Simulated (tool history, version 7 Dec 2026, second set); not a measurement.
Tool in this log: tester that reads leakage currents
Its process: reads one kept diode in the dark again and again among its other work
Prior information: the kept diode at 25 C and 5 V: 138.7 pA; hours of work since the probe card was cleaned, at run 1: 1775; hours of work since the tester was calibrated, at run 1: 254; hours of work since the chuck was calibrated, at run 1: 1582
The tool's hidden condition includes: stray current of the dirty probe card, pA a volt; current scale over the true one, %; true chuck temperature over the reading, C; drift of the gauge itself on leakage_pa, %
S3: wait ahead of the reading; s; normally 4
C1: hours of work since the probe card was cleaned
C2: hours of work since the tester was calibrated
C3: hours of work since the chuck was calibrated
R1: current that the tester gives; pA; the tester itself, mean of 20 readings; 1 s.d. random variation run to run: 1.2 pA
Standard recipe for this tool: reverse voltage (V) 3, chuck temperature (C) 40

{"run": 1, "day": 0.0, "reverse voltage (V)": 3, "chuck temperature (C)": 40, "S3": 4, "C1": 1775, "C2": 254, "C3": 1582, "R1": 430.57}
{"run": 2, "day": 5.533, "reverse voltage (V)": 3, "chuck temperature (C)": 40, "S3": 4, "C1": 1850, "C2": 330, "C3": 1658, "R1": 433.47}
{"run": 3, "day": 9.596, "reverse voltage (V)": 3, "chuck temperature (C)": 40, "S3": 4, "C1": 1906, "C2": 386, "C3": 1713, "R1": 435.27}
{"run": 4, "day": 15.117, "reverse voltage (V)": 3, "chuck temperature (C)": 40, "S3": 4, "C1": 1981, "C2": 461, "C3": 1789, "R1": 441.45}
{"run": 5, "day": 20.004, "reverse voltage (V)": 3, "chuck temperature (C)": 40, "S3": 4, "C1": 2048, "C2": 528, "C3": 1856, "R1": 439.95}
{"day": 23.242, "done": "probe card cleaned and baked"}
{"run": 6, "day": 23.242, "reverse voltage (V)": 3, "chuck temperature (C)": 40, "S3": 0.65, "C1": 0, "C2": 570, "C3": 1898, "R1": 437.15}
{"run": 7, "day": 27.983, "reverse voltage (V)": 3, "chuck temperature (C)": 40, "S3": 4.95, "C1": 65, "C2": 635, "C3": 1963, "R1": 437.68}
{"run": 8, "day": 32.338, "reverse voltage (V)": 3, "chuck temperature (C)": 40, "S3": 4.95, "C1": 124, "C2": 694, "C3": 2022, "R1": 438.64}
{"run": 9, "day": 35.125, "reverse voltage (V)": 3, "chuck temperature (C)": 40, "S3": 4.95, "C1": 162, "C2": 733, "C3": 2060, "R1": 440.1}
{"run": 10, "day": 37.625, "reverse voltage (V)": 3, "chuck temperature (C)": 40, "S3": 0.34, "C1": 196, "C2": 767, "C3": 2095, "R1": 444.35}
{"run": 11, "day": 42.692, "reverse voltage (V)": 13.96, "chuck temperature (C)": 40, "S3": 4, "C1": 266, "C2": 836, "C3": 2164, "R1": 786.07}
{"day": 44.6, "done": "chuck's temperature calibrated"}
{"run": 12, "day": 46.496, "reverse voltage (V)": 13.96, "chuck temperature (C)": 45, "S3": 4, "C1": 316, "C2": 887, "C3": 26, "R1": 998.18}
{"run": 13, "day": 51.75, "reverse voltage (V)": 13.96, "chuck temperature (C)": 45, "S3": 4, "C1": 388, "C2": 958, "C3": 98, "R1": 1008.63}
{"run": 14, "day": 55.125, "reverse voltage (V)": 13.96, "chuck temperature (C)": 45, "S3": 4, "C1": 434, "C2": 1005, "C3": 144, "R1": 1014.01}
{"run": 15, "day": 59.842, "reverse voltage (V)": 13.96, "chuck temperature (C)": 45, "S3": 4, "C1": 499, "C2": 1069, "C3": 208, "R1": 1015.09}
{"run": 16, "day": 63.575, "reverse voltage (V)": 3, "chuck temperature (C)": 40, "S3": 0.83, "C1": 550, "C2": 1120, "C3": 259, "R1": 398.02}
{"run": 17, "day": 66.258, "reverse voltage (V)": 3, "chuck temperature (C)": 40, "S3": 0.83, "C1": 586, "C2": 1157, "C3": 296, "R1": 399.33}
{"run": 18, "day": 70.871, "reverse voltage (V)": 3, "chuck temperature (C)": 33, "S3": 0.83, "C1": 649, "C2": 1220, "C3": 359, "R1": 232.82}
{"run": 19, "day": 75.933, "reverse voltage (V)": 3, "chuck temperature (C)": 40, "S3": 4, "C1": 719, "C2": 1289, "C3": 428, "R1": 401.72}
{"run": 20, "day": 79.625, "reverse voltage (V)": 3, "chuck temperature (C)": 34, "S3": 4, "C1": 769, "C2": 1339, "C3": 478, "R1": 253.66}

Expected results for the next run?
{"run": 21, "day": 82.029, "reverse voltage (V)": 15.41, "chuck temperature (C)": 57, "S3": 4, "C1": 802, "C2": 1372, "C3": 511, "R1": "?"}

R1: 2519.81 pA
On a tool with no hidden condition, and with the same random variation, this run would have come out at R1 2412.63 pA.
